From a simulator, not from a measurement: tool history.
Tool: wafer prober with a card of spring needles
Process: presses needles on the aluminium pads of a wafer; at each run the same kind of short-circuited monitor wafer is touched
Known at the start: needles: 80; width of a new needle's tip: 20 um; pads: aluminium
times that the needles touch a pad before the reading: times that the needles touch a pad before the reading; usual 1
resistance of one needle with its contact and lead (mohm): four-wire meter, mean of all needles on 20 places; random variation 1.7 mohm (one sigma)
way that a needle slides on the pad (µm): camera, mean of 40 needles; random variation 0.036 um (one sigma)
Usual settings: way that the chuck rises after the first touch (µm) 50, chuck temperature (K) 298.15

| run | hour | way that the chuck rises after the first touch (µm) | chuck temperature (K) | times that the needles touch a pad before the reading | resistance of one needle with its contact and lead (mohm) | way that a needle slides on the pad (µm) |
|---|---|---|---|---|---|---|
| 1 | 0 | 50 | 298.15 | 1 | 212 | 9.15 |
|  | 1.5 | tips cleaned on abrasive film |
|  | 7.1 | tips cleaned on abrasive film |
|  | 14.1 | tips cleaned on abrasive film |
|  | 19.7 | tips cleaned on abrasive film |
|  | 26.2 | tips cleaned on abrasive film |
| 2 | 26.2 | 50 | 298.15 | 1 | 173 | 9.09 |
|  | 33.2 | tips cleaned on abrasive film |
|  | 40.2 | tips cleaned on abrasive film |
| 3 | 45.1 | 50 | 298.15 | 1 | 211 | 9.09 |
|  | 46.5 | tips cleaned on abrasive film |
|  | 52.1 | tips cleaned on abrasive film |
|  | 59.1 | tips cleaned on abrasive film |
|  | 64.8 | tips cleaned on abrasive film |
|  | 71.8 | tips cleaned on abrasive film |
| 4 | 76.8 | 50 | 298.15 | 1 | 212 | 8.99 |
|  | 78.3 | tips cleaned on abrasive film |
|  | 85.3 | tips cleaned on abrasive film |
|  | 92.3 | tips cleaned on abrasive film |
|  | 97.9 | tips cleaned on abrasive film |
|  | 104.9 | tips cleaned on abrasive film |
|  | 110.5 | tips cleaned on abrasive film |
| 5 | 113 | 32 | 298.15 | 1 | 235 | 5.7 |
|  | 117.2 | tips cleaned on abrasive film |
|  | 124.2 | tips cleaned on abrasive film |
|  | 131.2 | tips cleaned on abrasive film |
|  | 143.2 | card fitted with new needles |
|  | 149.7 | tips cleaned on abrasive film |
| 6 | 149.7 | 32 | 298.15 | 1 | 181 | 5.94 |
|  | 156.7 | tips cleaned on abrasive film |
|  | 163.7 | tips cleaned on abrasive film |
| 7 | 167.7 | 32 | 298.15 | 1 | 236 | 5.86 |
|  | 170.5 | tips cleaned on abrasive film |
|  | 177.5 | tips cleaned on abrasive film |
|  | 184.5 | tips cleaned on abrasive film |
| 8 | 188.2 | 32 | 298.15 | 1 | 231 | 5.85 |
|  | 191 | tips cleaned on abrasive film |
|  | 198 | tips cleaned on abrasive film |
|  | 205 | tips cleaned on abrasive film |
| 9 | 208.9 | 51 | 377.15 | 1 | 207 | 9.41 |
|  | 211.8 | tips cleaned on abrasive film |
|  | 218.8 | tips cleaned on abrasive film |
|  | 225.8 | tips cleaned on abrasive film |
|  | 232.8 | tips cleaned on abrasive film |
|  | 239.8 | tips cleaned on abrasive film |
|  | 245.4 | tips cleaned on abrasive film |
| 10 | 247.9 | 65 | 377.15 | 1 | 187 | 11.83 |
|  | 252.1 | tips cleaned on abrasive film |
|  | 259.1 | tips cleaned on abrasive film |
|  | 266.1 | tips cleaned on abrasive film |
|  | 272.1 | tips cleaned on abrasive film |
| 11 | 272.1 | 40 | 298.15 | 2 | 175 | 7.2 |
|  | 279.1 | tips cleaned on abrasive film |
|  | 286.1 | tips cleaned on abrasive film |
|  | 291.7 | tips cleaned on abrasive film |
|  | 298.7 | tips cleaned on abrasive film |
|  | 304.3 | tips cleaned on abrasive film |
| 12 | 307.8 | 56 | 298.15 | 1 | 185 | 10.16 |
|  | 310.7 | tips cleaned on abrasive film |
|  | 317.7 | tips cleaned on abrasive film |
|  | 324.7 | tips cleaned on abrasive film |
|  | 331.7 | tips cleaned on abrasive film |
| 13 | 331.9 | 69 | 308.15 | 2 | 166 | 12.44 |
|  | 337.5 | tips cleaned on abrasive film |
|  | 343.3 | height of the first contact set anew |
|  | 344.8 | tips cleaned on abrasive film |
|  | 351.8 | tips cleaned on abrasive film |
|  | 358.8 | tips cleaned on abrasive film |
|  | 364.7 | tips cleaned on abrasive film |
| 14 | 364.7 | 60 | 370.15 | 2 | 180 | 10.99 |
|  | 370.3 | tips cleaned on abrasive film |
|  | 377.3 | tips cleaned on abrasive film |
|  | 382.9 | tips cleaned on abrasive film |
|  | 389.2 | tips cleaned on abrasive film |
| 15 | 389.2 | 60 | 370.15 | 3 | 182 | 10.99 |

Forecast each of these 4 alternatives for the next run:
|  | 396.2 | tips cleaned on abrasive film |
|  | 401.8 | tips cleaned on abrasive film |
|  | 408.8 | tips cleaned on abrasive film |
|  | 415.8 | tips cleaned on abrasive film |
| A | 421.1 | 31 | 324.15 | 1 | ? | ? |
|  | 396.2 | tips cleaned on abrasive film |
|  | 401.8 | tips cleaned on abrasive film |
|  | 408.8 | tips cleaned on abrasive film |
|  | 415.8 | tips cleaned on abrasive film |
| B | 421.1 | 56 | 328.15 | 2 | ? | ? |
|  | 396.2 | tips cleaned on abrasive film |
|  | 401.8 | tips cleaned on abrasive film |
|  | 408.8 | tips cleaned on abrasive film |
|  | 415.8 | tips cleaned on abrasive film |
| C | 421.1 | 32 | 370.15 | 2 | ? | ? |
|  | 396.2 | tips cleaned on abrasive film |
|  | 401.8 | tips cleaned on abrasive film |
|  | 408.8 | tips cleaned on abrasive film |
|  | 415.8 | tips cleaned on abrasive film |
| D | 421.1 | 59 | 299.15 | 1 | ? | ? |

| run | resistance of one needle with its contact and lead (mohm) | way that a needle slides on the pad (µm) |
|---|---|---|
| A | 266 | 5.63 |
| B | 188 | 10.26 |
| C | 237 | 5.78 |
| D | 190 | 10.83 |
Without the tool's hidden state the same runs would have given:
| run | resistance of one needle with its contact and lead (mohm) | way that a needle slides on the pad (µm) |
|---|---|---|
| A | 180 | 5.76 |
| B | 171 | 10.39 |
| C | 192 | 5.91 |
| D | 163 | 10.97 |
